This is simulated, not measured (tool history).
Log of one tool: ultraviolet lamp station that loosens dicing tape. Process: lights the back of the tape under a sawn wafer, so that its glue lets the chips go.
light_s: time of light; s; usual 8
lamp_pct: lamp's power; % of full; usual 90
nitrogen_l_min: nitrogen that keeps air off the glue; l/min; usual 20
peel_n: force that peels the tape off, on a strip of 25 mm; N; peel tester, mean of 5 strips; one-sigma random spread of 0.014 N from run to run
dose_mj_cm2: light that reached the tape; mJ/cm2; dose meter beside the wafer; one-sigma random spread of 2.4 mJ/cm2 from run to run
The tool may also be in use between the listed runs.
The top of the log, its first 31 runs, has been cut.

run   hour  light_s  lamp_pct  nitrogen_l_min  peel_n  dose_mj_cm2
 32  596.8        5        87              22   2.036          121
 33  608.2        4        83              20   2.870           91
 34  629.7       11        93              17   0.600          287
 35  653.8        6        88              17   1.841          145
 36  676.8       10        93              23   0.564          257
 37  699.2       10        93              23   0.579          260
 38  718.0       10        93              23   0.581          259
 39  741.2       10        93              23   0.611          255
 40  760.9       10        93              23   0.576          252
 41  775.8       10        93              23   0.617          250
 42  794.2       10        93              23   0.604          251
 43  816.5       10        93              23   0.589          248

Branching from run 43: 3 alternative next runs. What would each branch give?
  A  831.2       10        93              10       ?            ?
  B  831.2        8        90              15       ?            ?
  C  831.2       12        65              29       ?            ?

run  peel_n  dose_mj_cm2
  A   1.152          248
  B   1.300          192
  C   0.744          208
Without the tool's hidden state the same runs would have given:
run  peel_n  dose_mj_cm2
  A   0.718          321
  B   0.833          249
  C   0.446          270

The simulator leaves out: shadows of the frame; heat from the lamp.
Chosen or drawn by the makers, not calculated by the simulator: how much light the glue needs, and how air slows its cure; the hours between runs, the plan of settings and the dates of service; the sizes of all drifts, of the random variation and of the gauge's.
